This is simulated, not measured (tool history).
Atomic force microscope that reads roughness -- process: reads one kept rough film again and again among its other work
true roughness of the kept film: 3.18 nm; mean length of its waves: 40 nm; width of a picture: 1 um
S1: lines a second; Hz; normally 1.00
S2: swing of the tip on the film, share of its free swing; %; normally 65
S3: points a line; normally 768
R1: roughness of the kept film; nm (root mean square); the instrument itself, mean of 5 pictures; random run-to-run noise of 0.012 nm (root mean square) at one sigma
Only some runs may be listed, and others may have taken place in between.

run 1 hour=0.0 | S1=1.00 S2=65 S3=768 | R1=2.672
run 2 hour=18.1 | S1=1.00 S2=65 S3=746 | R1=2.629
run 3 hour=40.2 | S1=1.00 S2=65 S3=746 | R1=2.624
run 4 hour=65.8 | S1=1.00 S2=65 S3=360 | R1=2.592
-- hour=80.7 new tip fitted
run 5 hour=98.8 | S1=1.00 S2=65 S3=360 | R1=2.882
run 6 hour=126.9 | S1=1.00 S2=65 S3=360 | R1=2.814
run 7 hour=146.0 | S1=1.00 S2=65 S3=768 | R1=2.793
run 8 hour=171.8 | S1=1.00 S2=65 S3=768 | R1=2.778
-- hour=175.3 height scale calibrated on a step standard
run 9 hour=201.9 | S1=1.00 S2=65 S3=768 | R1=2.722
run 10 hour=221.9 | S1=1.00 S2=65 S3=768 | R1=2.720
run 11 hour=248.5 | S1=1.00 S2=57 S3=768 | R1=2.721
run 12 hour=270.0 | S1=1.00 S2=57 S3=338 | R1=2.671
run 13 hour=297.0 | S1=1.00 S2=65 S3=768 | R1=2.626
run 14 hour=322.4 | S1=1.00 S2=82 S3=548 | R1=2.475
-- hour=346.8 height scale calibrated on a step standard, once more
run 15 hour=354.1 | S1=2.13 S2=85 S3=617 | R1=2.198
-- hour=361.4 new tip fitted
run 16 hour=377.8 | S1=0.60 S2=58 S3=285 | R1=2.923
run 17 hour=408.1 | S1=3.50 S2=59 S3=682 | R1=2.712
run 18 hour=439.4 | S1=0.75 S2=65 S3=529 | R1=2.817
run 19 hour=464.5 | S1=1.46 S2=65 S3=395 | R1=2.739
run 20 hour=487.6 | S1=0.65 S2=82 S3=350 | R1=2.675
run 21 hour=515.9 | S1=0.84 S2=59 S3=350 | R1=2.746
run 22 hour=541.0 | S1=0.75 S2=81 S3=859 | R1=2.606
run 23 hour=570.9 | S1=0.75 S2=81 S3=859 | R1=2.595
run 24 hour=601.5 | S1=0.75 S2=81 S3=859 | R1=2.554
run 25 hour=634.0 | S1=3.91 S2=65 S3=827 | R1=2.364
-- hour=639.4 new tip fitted
run 26 hour=665.2 | S1=3.91 S2=65 S3=827 | R1=2.614

Predict each of these 4 candidate next runs independently; none follows another, all start after run 26:
run A hour=691.4 | S1=3.91 S2=65 S3=534 | R1=?
run B hour=691.4 | S1=3.26 S2=65 S3=423 | R1=?
run C hour=691.4 | S1=0.57 S2=60 S3=286 | R1=?
run D hour=691.4 | S1=1.00 S2=65 S3=491 | R1=?

run=A R1=2.600
run=B R1=2.638
run=C R1=2.870
run=D R1=2.829
With the hidden condition removed and each run's random variation left untouched, the same runs would have given:
run=A R1=2.662
run=B R1=2.701
run=C R1=2.938
run=D R1=2.897

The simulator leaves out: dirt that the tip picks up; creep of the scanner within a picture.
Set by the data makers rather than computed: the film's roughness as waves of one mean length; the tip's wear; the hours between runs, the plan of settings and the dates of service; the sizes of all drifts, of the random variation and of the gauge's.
